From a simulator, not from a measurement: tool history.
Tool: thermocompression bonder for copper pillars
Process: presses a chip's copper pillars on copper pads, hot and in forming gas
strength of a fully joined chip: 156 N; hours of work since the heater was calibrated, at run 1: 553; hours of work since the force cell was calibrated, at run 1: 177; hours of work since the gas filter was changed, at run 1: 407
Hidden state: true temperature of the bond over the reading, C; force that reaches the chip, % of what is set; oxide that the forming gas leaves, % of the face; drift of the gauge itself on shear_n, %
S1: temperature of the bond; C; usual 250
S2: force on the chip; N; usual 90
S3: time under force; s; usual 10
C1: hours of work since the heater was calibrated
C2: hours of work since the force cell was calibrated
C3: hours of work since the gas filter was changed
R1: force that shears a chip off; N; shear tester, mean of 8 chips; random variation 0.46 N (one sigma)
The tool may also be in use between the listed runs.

run   hour   S1  S2  S3   C1   C2   C3     R1
  1    0.0  250  90  10  553  177  407   77.1
  2    6.8  275  90  10  556  181  410   98.3
  3   18.8  251  90  10  562  186  416   78.2
  4   30.0  251  90  10  567  192  421   78.8
  5   37.1  250  90  16  571  195  424   90.9
  6   50.0  250  82  10  577  201  430   73.6
  7   64.7  250  90  10  583  208  437   79.1
  8   75.2  250  90  10  588  213  442   78.2
      78.8  -- forming gas filter changed
  9   88.0  250  90  10  594  219    4   79.7
 10  104.5  250  90  10  602  226   12   79.5
 11  112.5  274  95  10  606  230   16  103.3

Run 12 comes next. What will it give?
 12  122.7  275  76  25  610  235  21   ?

R1: 118.8 N
Without the tool's hidden state the same run would have given R1 115.5 N.

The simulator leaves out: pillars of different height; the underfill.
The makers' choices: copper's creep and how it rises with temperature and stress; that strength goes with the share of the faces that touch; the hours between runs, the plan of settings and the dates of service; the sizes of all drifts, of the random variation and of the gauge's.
